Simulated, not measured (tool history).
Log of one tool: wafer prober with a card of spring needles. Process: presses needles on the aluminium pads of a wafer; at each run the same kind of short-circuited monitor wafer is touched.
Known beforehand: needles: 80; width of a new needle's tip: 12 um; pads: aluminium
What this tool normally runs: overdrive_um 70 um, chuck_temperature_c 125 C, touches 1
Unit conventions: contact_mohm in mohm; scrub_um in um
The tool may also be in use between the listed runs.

run	hour	overdrive_um	chuck_temperature_c	touches	contact_mohm	scrub_um
1	0.0	70	125	1	221	11.66
2	25.3	70	125	1	221	11.70
3	42.5	70	125	1	219	11.72
4	65.7	53	125	1	225	8.93
5	81.7	53	125	1	222	8.90
6	108.3	53	125	1	226	8.88
7	127.4	53	125	1	224	8.77
8	147.9	70	125	1	221	11.63
9	163.4	70	125	1	222	11.72
10	187.9	70	125	1	224	11.66
11	213.4	70	125	1	219	11.58
12	233.7	70	125	1	223	11.64
13	249.1	70	125	1	227	11.62
14	264.2	70	125	1	219	11.62
15	283.1	70	52	1	205	11.45
16	310.9	70	52	1	205	11.68
17	340.1	63	108	1	220	10.43
18	354.8	63	108	1	217	10.54
19	382.6	75	125	2	220	12.43
20	400.6	80	85	2	211	13.19
21	414.5	80	85	2	210	13.30
22	440.3	81	125	1	224	13.32
23	462.2	70	33	1	201	11.59
24	481.0	76	96	1	212	12.53
25	504.3	70	27	1	200	11.56
26	520.9	60	69	2	213	9.88
27	546.4	81	125	1	219	13.42
28	561.2	65	46	1	206	10.75
29	575.7	65	46	1	209	10.66
30	604.3	84	39	1	203	13.89
31	616.5	84	39	1	202	13.72

Removed from this log: 41 entries logged between the listed runs. Between which two listed runs does each belong, and how does the tool's hidden state at the listed run before it compare with that at the listed run after it?
Between runs 1 and 2: tips cleaned on abrasive film (hour 12.5)
  debris on the tips, nm: 0.7 -> 2.1; drift of the gauge itself on scrub_um, %: 0 -> -0.07
  measured minus no-state result, scrub_um: +0.00 -> +0.00 um
Between runs 2 and 3: tips cleaned on abrasive film (hour 27.0); tips cleaned on abrasive film (hour 42.3)
  debris on the tips, nm: 2.1 -> 0.3; drift of the gauge itself on scrub_um, %: -0.07 -> -0.12
  measured minus no-state result, scrub_um: +0.00 -> -0.01 um
Between runs 3 and 4: tips cleaned on abrasive film (hour 59.2)
  debris on the tips, nm: 0.3 -> 1.7; way that the needles fall short of the set height, um: 0 -> 0.01; drift of the gauge itself on scrub_um, %: -0.12 -> -0.18
  measured minus no-state result, scrub_um: -0.01 -> -0.02 um
Between runs 4 and 5: tips cleaned on abrasive film (hour 74.9)
  drift of the gauge itself on scrub_um, %: -0.18 -> -0.22
  measured minus no-state result, scrub_um: -0.02 -> -0.02 um
Between runs 5 and 6: tips cleaned on abrasive film (hour 89.6); tips cleaned on abrasive film (hour 105.0)
  debris on the tips, nm: 1.7 -> 1; drift of the gauge itself on scrub_um, %: -0.22 -> -0.3
  measured minus no-state result, scrub_um: -0.02 -> -0.03 um
Between runs 6 and 7: tips cleaned on abrasive film (hour 121.4)
  debris on the tips, nm: 1 -> 1.7; drift of the gauge itself on scrub_um, %: -0.3 -> -0.35
  measured minus no-state result, scrub_um: -0.03 -> -0.03 um
Between runs 7 and 8: tips cleaned on abrasive film (hour 137.2)
  debris on the tips, nm: 1.7 -> 2; drift of the gauge itself on scrub_um, %: -0.35 -> -0.41
  measured minus no-state result, scrub_um: -0.03 -> -0.05 um
Between runs 8 and 9: tips cleaned on abrasive film (hour 152.2)
  tips' diameter, um: 12.02 -> 12.03; drift of the gauge itself on scrub_um, %: -0.41 -> -0.45
  measured minus no-state result, scrub_um: -0.05 -> -0.05 um
Between runs 9 and 10: tips cleaned on abrasive film (hour 167.2); tips cleaned on abrasive film (hour 181.7)
  debris on the tips, nm: 2 -> 1.6; drift of the gauge itself on scrub_um, %: -0.45 -> -0.52
  measured minus no-state result, scrub_um: -0.05 -> -0.07 um
Between runs 10 and 11: tips cleaned on abrasive film (hour 198.1); tips cleaned on abrasive film (hour 213.4)
  debris on the tips, nm: 1.6 -> 0.3; drift of the gauge itself on scrub_um, %: -0.52 -> -0.59
  measured minus no-state result, scrub_um: -0.07 -> -0.07 um
Between runs 11 and 12: tips cleaned on abrasive film (hour 228.2)
  debris on the tips, nm: 0.3 -> 1.6; way that the needles fall short of the set height, um: 0.01 -> 0.02; drift of the gauge itself on scrub_um, %: -0.59 -> -0.64
  measured minus no-state result, scrub_um: -0.07 -> -0.08 um
Between runs 12 and 13: tips cleaned on abrasive film (hour 243.1)
  drift of the gauge itself on scrub_um, %: -0.64 -> -0.68
  measured minus no-state result, scrub_um: -0.08 -> -0.08 um
Between runs 13 and 14: tips cleaned on abrasive film (hour 257.6)
  drift of the gauge itself on scrub_um, %: -0.68 -> -0.73
  measured minus no-state result, scrub_um: -0.08 -> -0.09 um
Between runs 14 and 15: tips cleaned on abrasive film (hour 272.6)
  debris on the tips, nm: 1.6 -> 2; drift of the gauge itself on scrub_um, %: -0.73 -> -0.78
  measured minus no-state result, scrub_um: -0.09 -> -0.09 um
Between runs 15 and 16: tips cleaned on abrasive film (hour 287.9); tips cleaned on abrasive film (hour 303.4)
  debris on the tips, nm: 2 -> 1.8; drift of the gauge itself on scrub_um, %: -0.78 -> -0.85
  measured minus no-state result, scrub_um: -0.09 -> -0.10 um
Between runs 16 and 17: tips cleaned on abrasive film (hour 318.3); tips cleaned on abrasive film (hour 333.8)
  drift of the gauge itself on scrub_um, %: -0.85 -> -0.94
  measured minus no-state result, scrub_um: -0.10 -> -0.11 um
Between runs 17 and 18: tips cleaned on abrasive film (hour 350.2)
  debris on the tips, nm: 1.8 -> 1.3; drift of the gauge itself on scrub_um, %: -0.94 -> -0.98
  measured minus no-state result, scrub_um: -0.11 -> -0.11 um
Between runs 18 and 19: tips cleaned on abrasive film (hour 365.5); tips cleaned on abrasive film (hour 380.0)
  debris on the tips, nm: 1.3 -> 0.9; way that the needles fall short of the set height, um: 0.02 -> 0.03; drift of the gauge itself on scrub_um, %: -0.98 -> -1.05
  measured minus no-state result, scrub_um: -0.11 -> -0.14 um
Between runs 19 and 20: tips cleaned on abrasive film (hour 395.4)
  debris on the tips, nm: 0.9 -> 1.5; drift of the gauge itself on scrub_um, %: -1.05 -> -1.1
  measured minus no-state result, scrub_um: -0.14 -> -0.15 um
Between runs 20 and 21: tips cleaned on abrasive film (hour 411.9)
  debris on the tips, nm: 1.5 -> 0.9; drift of the gauge itself on scrub_um, %: -1.1 -> -1.14
  measured minus no-state result, scrub_um: -0.15 -> -0.15 um
Between runs 21 and 22: tips cleaned on abrasive film (hour 428.1)
  debris on the tips, nm: 0.9 -> 2; drift of the gauge itself on scrub_um, %: -1.14 -> -1.21
  measured minus no-state result, scrub_um: -0.15 -> -0.17 um
Between runs 22 and 23: tips cleaned on abrasive film (hour 442.8); tips cleaned on abrasive film (hour 458.3)
  debris on the tips, nm: 2 -> 1.2; drift of the gauge itself on scrub_um, %: -1.21 -> -1.27
  measured minus no-state result, scrub_um: -0.17 -> -0.15 um
Between runs 23 and 24: tips cleaned on abrasive film (hour 473.6)
  debris on the tips, nm: 1.2 -> 1.7; drift of the gauge itself on scrub_um, %: -1.27 -> -1.32
  measured minus no-state result, scrub_um: -0.15 -> -0.17 um
Between runs 24 and 25: height of the first contact set anew (hour 483.4); tips cleaned on abrasive film (hour 488.9); tips cleaned on abrasive film (hour 504.3)
  debris on the tips, nm: 1.7 -> 0.1; way that the needles fall short of the set height, um: 0.03 -> 0; drift of the gauge itself on scrub_um, %: -1.32 -> -1.39
  measured minus no-state result, scrub_um: -0.17 -> -0.16 um
Between runs 25 and 26: tips cleaned on abrasive film (hour 519.7)
  debris on the tips, nm: 0.1 -> 0.6; drift of the gauge itself on scrub_um, %: -1.39 -> -1.43
  measured minus no-state result, scrub_um: -0.16 -> -0.15 um
Between runs 26 and 27: tips cleaned on abrasive film (hour 534.2)
  debris on the tips, nm: 0.6 -> 2.1; drift of the gauge itself on scrub_um, %: -1.43 -> -1.5
  measured minus no-state result, scrub_um: -0.15 -> -0.21 um
Between runs 27 and 28: tips cleaned on abrasive film (hour 549.0)
  way that the needles fall short of the set height, um: 0 -> 0.01; drift of the gauge itself on scrub_um, %: -1.5 -> -1.54
  measured minus no-state result, scrub_um: -0.21 -> -0.17 um
Between runs 28 and 29: tips cleaned on abrasive film (hour 564.5)
  debris on the tips, nm: 2.1 -> 2; drift of the gauge itself on scrub_um, %: -1.54 -> -1.58
  measured minus no-state result, scrub_um: -0.17 -> -0.17 um
Between runs 29 and 30: tips cleaned on abrasive film (hour 579.1); tips cleaned on abrasive film (hour 594.3)
  debris on the tips, nm: 2 -> 1.9; tips' diameter, um: 12.03 -> 12.04; drift of the gauge itself on scrub_um, %: -1.58 -> -1.66
  measured minus no-state result, scrub_um: -0.17 -> -0.24 um
Between runs 30 and 31: tips cleaned on abrasive film (hour 608.9)
  debris on the tips, nm: 1.9 -> 1.8; drift of the gauge itself on scrub_um, %: -1.66 -> -1.69
  measured minus no-state result, scrub_um: -0.24 -> -0.24 um
